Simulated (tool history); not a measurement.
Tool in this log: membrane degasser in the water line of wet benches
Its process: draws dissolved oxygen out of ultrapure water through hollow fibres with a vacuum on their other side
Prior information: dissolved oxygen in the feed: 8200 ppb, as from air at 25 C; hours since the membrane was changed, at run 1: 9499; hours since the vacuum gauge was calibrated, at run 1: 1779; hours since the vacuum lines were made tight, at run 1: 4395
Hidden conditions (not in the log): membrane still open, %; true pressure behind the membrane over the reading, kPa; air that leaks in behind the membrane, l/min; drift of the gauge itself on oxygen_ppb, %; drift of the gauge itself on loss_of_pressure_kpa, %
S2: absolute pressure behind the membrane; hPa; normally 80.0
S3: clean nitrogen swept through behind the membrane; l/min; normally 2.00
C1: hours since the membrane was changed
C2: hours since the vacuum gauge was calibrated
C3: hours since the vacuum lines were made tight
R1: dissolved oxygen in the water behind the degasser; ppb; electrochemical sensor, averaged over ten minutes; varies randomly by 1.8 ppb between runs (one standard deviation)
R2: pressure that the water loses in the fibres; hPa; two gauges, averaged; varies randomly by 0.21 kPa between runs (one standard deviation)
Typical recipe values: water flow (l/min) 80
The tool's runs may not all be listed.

{"run": 1, "hour": 0.0, "water flow (l/min)": 80, "S2": 80.0, "S3": 2.0, "C1": 9499, "C2": 1779, "C3": 4395, "R1": 402.0, "R2": 491.5}
{"run": 2, "hour": 164.8, "water flow (l/min)": 80, "S2": 80.0, "S3": 2.0, "C1": 9663, "C2": 1944, "C3": 4560, "R1": 399.4, "R2": 489.0}
{"run": 3, "hour": 332.9, "water flow (l/min)": 80, "S2": 80.0, "S3": 2.0, "C1": 9832, "C2": 2112, "C3": 4728, "R1": 400.0, "R2": 487.6}
{"run": 4, "hour": 553.5, "water flow (l/min)": 80, "S2": 52.1, "S3": 2.0, "C1": 10052, "C2": 2332, "C3": 4948, "R1": 194.0, "R2": 490.9}
{"run": 5, "hour": 715.5, "water flow (l/min)": 80, "S2": 52.1, "S3": 2.0, "C1": 10214, "C2": 2494, "C3": 5110, "R1": 194.6, "R2": 491.0}
{"run": 6, "hour": 826.6, "water flow (l/min)": 80, "S2": 52.1, "S3": 2.0, "C1": 10325, "C2": 2605, "C3": 5221, "R1": 194.0, "R2": 493.7}
{"run": 7, "hour": 1094.1, "water flow (l/min)": 80, "S2": 52.1, "S3": 2.0, "C1": 10593, "C2": 2873, "C3": 5489, "R1": 195.6, "R2": 488.4}
{"run": 8, "hour": 1224.1, "water flow (l/min)": 80, "S2": 68.7, "S3": 2.0, "C1": 10723, "C2": 3003, "C3": 5619, "R1": 322.2, "R2": 491.1}
{"run": 9, "hour": 1412.5, "water flow (l/min)": 80, "S2": 68.7, "S3": 2.0, "C1": 10911, "C2": 3191, "C3": 5807, "R1": 325.6, "R2": 492.3}
{"run": 10, "hour": 1555.0, "water flow (l/min)": 80, "S2": 80.0, "S3": 2.0, "C1": 11054, "C2": 3334, "C3": 5950, "R1": 409.2, "R2": 493.7}
{"run": 11, "hour": 1727.5, "water flow (l/min)": 80, "S2": 80.0, "S3": 2.0, "C1": 11226, "C2": 3506, "C3": 6122, "R1": 407.7, "R2": 493.5}
{"hour": 1867.8, "done": "seals of the vacuum lines changed"}
{"run": 12, "hour": 1942.3, "water flow (l/min)": 80, "S2": 80.0, "S3": 2.0, "C1": 11439, "C2": 3719, "C3": 74, "R1": 411.7, "R2": 498.3}
{"run": 13, "hour": 2146.0, "water flow (l/min)": 80, "S2": 80.0, "S3": 2.0, "C1": 11643, "C2": 3923, "C3": 278, "R1": 413.0, "R2": 493.0}
{"run": 14, "hour": 2279.0, "water flow (l/min)": 80, "S2": 80.0, "S3": 2.0, "C1": 11776, "C2": 4056, "C3": 411, "R1": 413.0, "R2": 497.1}
{"run": 15, "hour": 2545.9, "water flow (l/min)": 100, "S2": 80.0, "S3": 2.0, "C1": 12043, "C2": 4323, "C3": 678, "R1": 497.8, "R2": 622.1}
{"run": 16, "hour": 2714.0, "water flow (l/min)": 100, "S2": 80.0, "S3": 2.0, "C1": 12211, "C2": 4491, "C3": 846, "R1": 499.4, "R2": 619.4}
{"run": 17, "hour": 2945.6, "water flow (l/min)": 100, "S2": 80.0, "S3": 2.0, "C1": 12442, "C2": 4722, "C3": 1078, "R1": 502.7, "R2": 620.6}
{"run": 18, "hour": 3058.1, "water flow (l/min)": 86, "S2": 164.9, "S3": 2.0, "C1": 12555, "C2": 4835, "C3": 1190, "R1": 1049.1, "R2": 533.8}
{"run": 19, "hour": 3183.5, "water flow (l/min)": 126, "S2": 124.4, "S3": 4.04, "C1": 12680, "C2": 4960, "C3": 1316, "R1": 653.3, "R2": 780.1}
{"run": 20, "hour": 3385.8, "water flow (l/min)": 126, "S2": 124.4, "S3": 4.04, "C1": 12882, "C2": 5163, "C3": 1518, "R1": 645.3, "R2": 784.6}
{"run": 21, "hour": 3588.5, "water flow (l/min)": 126, "S2": 124.4, "S3": 4.04, "C1": 13085, "C2": 5365, "C3": 1721, "R1": 649.8, "R2": 781.8}
{"hour": 3678.5, "done": "vacuum gauge calibrated"}
{"run": 22, "hour": 3755.5, "water flow (l/min)": 126, "S2": 124.4, "S3": 4.04, "C1": 13252, "C2": 77, "C3": 1887, "R1": 635.7, "R2": 790.0}
{"run": 23, "hour": 3938.4, "water flow (l/min)": 126, "S2": 124.4, "S3": 4.04, "C1": 13435, "C2": 260, "C3": 2070, "R1": 642.0, "R2": 783.7}
{"run": 24, "hour": 4066.7, "water flow (l/min)": 126, "S2": 124.4, "S3": 2.33, "C1": 13563, "C2": 388, "C3": 2198, "R1": 919.8, "R2": 784.4}
{"run": 25, "hour": 4309.0, "water flow (l/min)": 126, "S2": 124.4, "S3": 2.33, "C1": 13805, "C2": 631, "C3": 2441, "R1": 926.5, "R2": 784.7}
{"run": 26, "hour": 4447.3, "water flow (l/min)": 126, "S2": 124.4, "S3": 2.33, "C1": 13944, "C2": 769, "C3": 2579, "R1": 925.3, "R2": 781.9}
{"run": 27, "hour": 4668.0, "water flow (l/min)": 77, "S2": 131.9, "S3": 1.68, "C1": 14164, "C2": 990, "C3": 2800, "R1": 850.2, "R2": 481.1}
{"run": 28, "hour": 4914.1, "water flow (l/min)": 72, "S2": 69.9, "S3": 1.68, "C1": 14410, "C2": 1236, "C3": 3046, "R1": 338.6, "R2": 450.8}
{"run": 29, "hour": 5151.7, "water flow (l/min)": 71, "S2": 93.0, "S3": 2.24, "C1": 14648, "C2": 1473, "C3": 3283, "R1": 414.9, "R2": 443.4}

Pick out some run-to-run changes in R1. Of each, how much would a tool without hidden state show as well, from the settings, what came in and chance, and how much is left for the hidden state and any gauge scatter not in both results compared?
Run 17 -> 18: water flow (l/min) 100 -> 86, S2 80.0 -> 164.9. R1 +546.4 ppb: hidden state -7.4, all else +553.8.
Run 21 -> 22: vacuum gauge calibrated. R1 -14.1 ppb: hidden state -14.8, all else +0.7.
Run 26 -> 27: water flow (l/min) 126 -> 77, S2 124.4 -> 131.9, S3 2.33 -> 1.68. R1 -75.1 ppb: hidden state -8.3, all else -66.8.
Run 27 -> 28: water flow (l/min) 77 -> 72, S2 131.9 -> 69.9. R1 -511.6 ppb: hidden state +1.1, all else -512.7.

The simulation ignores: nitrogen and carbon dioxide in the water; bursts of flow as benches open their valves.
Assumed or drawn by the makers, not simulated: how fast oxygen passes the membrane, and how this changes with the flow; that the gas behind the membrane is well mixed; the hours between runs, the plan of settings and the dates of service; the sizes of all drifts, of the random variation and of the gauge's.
